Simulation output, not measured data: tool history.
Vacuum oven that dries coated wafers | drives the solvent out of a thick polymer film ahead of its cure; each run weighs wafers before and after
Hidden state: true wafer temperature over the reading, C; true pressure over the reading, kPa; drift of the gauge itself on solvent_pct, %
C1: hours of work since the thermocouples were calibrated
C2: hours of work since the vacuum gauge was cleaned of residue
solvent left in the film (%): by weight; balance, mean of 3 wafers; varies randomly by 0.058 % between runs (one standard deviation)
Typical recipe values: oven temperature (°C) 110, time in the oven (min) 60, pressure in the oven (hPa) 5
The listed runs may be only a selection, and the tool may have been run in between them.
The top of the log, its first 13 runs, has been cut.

{"run": 14, "day": 5.254, "oven temperature (°C)": 110, "time in the oven (min)": 104, "pressure in the oven (hPa)": 5, "C1": 508, "C2": 202, "solvent left in the film (%)": 1.26}
{"run": 15, "day": 5.733, "oven temperature (°C)": 110, "time in the oven (min)": 60, "pressure in the oven (hPa)": 5, "C1": 514, "C2": 208, "solvent left in the film (%)": 3.07}
{"run": 16, "day": 6.121, "oven temperature (°C)": 110, "time in the oven (min)": 60, "pressure in the oven (hPa)": 5, "C1": 518, "C2": 212, "solvent left in the film (%)": 3.08}
{"run": 17, "day": 6.592, "oven temperature (°C)": 110, "time in the oven (min)": 60, "pressure in the oven (hPa)": 5, "C1": 524, "C2": 218, "solvent left in the film (%)": 3.08}
{"run": 18, "day": 6.975, "oven temperature (°C)": 110, "time in the oven (min)": 60, "pressure in the oven (hPa)": 5, "C1": 528, "C2": 222, "solvent left in the film (%)": 3.04}
{"run": 19, "day": 7.454, "oven temperature (°C)": 119, "time in the oven (min)": 59, "pressure in the oven (hPa)": 6.91, "C1": 534, "C2": 228, "solvent left in the film (%)": 1.98}
{"run": 20, "day": 8.017, "oven temperature (°C)": 95, "time in the oven (min)": 74, "pressure in the oven (hPa)": 9.94, "C1": 540, "C2": 235, "solvent left in the film (%)": 5.1}
{"run": 21, "day": 8.4, "oven temperature (°C)": 95, "time in the oven (min)": 74, "pressure in the oven (hPa)": 9.94, "C1": 545, "C2": 239, "solvent left in the film (%)": 5.05}
{"run": 22, "day": 8.671, "oven temperature (°C)": 110, "time in the oven (min)": 37, "pressure in the oven (hPa)": 5, "C1": 548, "C2": 242, "solvent left in the film (%)": 5.15}
{"run": 23, "day": 9.212, "oven temperature (°C)": 99, "time in the oven (min)": 66, "pressure in the oven (hPa)": 11.58, "C1": 554, "C2": 249, "solvent left in the film (%)": 4.84}
{"run": 24, "day": 9.608, "oven temperature (°C)": 99, "time in the oven (min)": 66, "pressure in the oven (hPa)": 11.58, "C1": 559, "C2": 253, "solvent left in the film (%)": 4.73}
{"run": 25, "day": 10.079, "oven temperature (°C)": 111, "time in the oven (min)": 96, "pressure in the oven (hPa)": 11.58, "C1": 564, "C2": 259, "solvent left in the film (%)": 1.71}
{"run": 26, "day": 10.55, "oven temperature (°C)": 111, "time in the oven (min)": 91, "pressure in the oven (hPa)": 11.58, "C1": 570, "C2": 264, "solvent left in the film (%)": 1.76}
{"run": 27, "day": 11.075, "oven temperature (°C)": 111, "time in the oven (min)": 91, "pressure in the oven (hPa)": 11.58, "C1": 576, "C2": 270, "solvent left in the film (%)": 1.85}
{"run": 28, "day": 11.654, "oven temperature (°C)": 111, "time in the oven (min)": 91, "pressure in the oven (hPa)": 11.58, "C1": 583, "C2": 277, "solvent left in the film (%)": 1.73}
{"run": 29, "day": 11.933, "oven temperature (°C)": 110, "time in the oven (min)": 47, "pressure in the oven (hPa)": 19.22, "C1": 586, "C2": 280, "solvent left in the film (%)": 4.6}
{"run": 30, "day": 12.321, "oven temperature (°C)": 110, "time in the oven (min)": 47, "pressure in the oven (hPa)": 19.22, "C1": 590, "C2": 285, "solvent left in the film (%)": 4.62}
{"run": 31, "day": 12.638, "oven temperature (°C)": 110, "time in the oven (min)": 47, "pressure in the oven (hPa)": 19.22, "C1": 594, "C2": 288, "solvent left in the film (%)": 4.64}
{"run": 32, "day": 12.879, "oven temperature (°C)": 113, "time in the oven (min)": 54, "pressure in the oven (hPa)": 14.64, "C1": 597, "C2": 291, "solvent left in the film (%)": 3.44}
{"run": 33, "day": 13.404, "oven temperature (°C)": 102, "time in the oven (min)": 60, "pressure in the oven (hPa)": 12.38, "C1": 603, "C2": 297, "solvent left in the film (%)": 4.75}

Below are 4 alternative next runs, each starting from the tool's condition after run 33. Predict each:
{"run": "A", "day": 13.983, "oven temperature (°C)": 116, "time in the oven (min)": 60, "pressure in the oven (hPa)": 12.38, "C1": 610, "C2": 304, "solvent left in the film (%)": "?"}
{"run": "B", "day": 13.983, "oven temperature (°C)": 104, "time in the oven (min)": 42, "pressure in the oven (hPa)": 9.86, "C1": 610, "C2": 304, "solvent left in the film (%)": "?"}
{"run": "C", "day": 13.983, "oven temperature (°C)": 101, "time in the oven (min)": 32, "pressure in the oven (hPa)": 4.83, "C1": 610, "C2": 304, "solvent left in the film (%)": "?"}
{"run": "D", "day": 13.983, "oven temperature (°C)": 118, "time in the oven (min)": 60, "pressure in the oven (hPa)": 5, "C1": 610, "C2": 304, "solvent left in the film (%)": "?"}

run=A solvent_left_in_the_film_(%)=2.49
run=B solvent_left_in_the_film_(%)=5.96
run=C solvent_left_in_the_film_(%)=7.17
run=D solvent_left_in_the_film_(%)=1.96
Had the tool no hidden state, the same runs would have come out as:
run=A solvent_left_in_the_film_(%)=2.36
run=B solvent_left_in_the_film_(%)=5.8
run=C solvent_left_in_the_film_(%)=7.02
run=D solvent_left_in_the_film_(%)=1.84
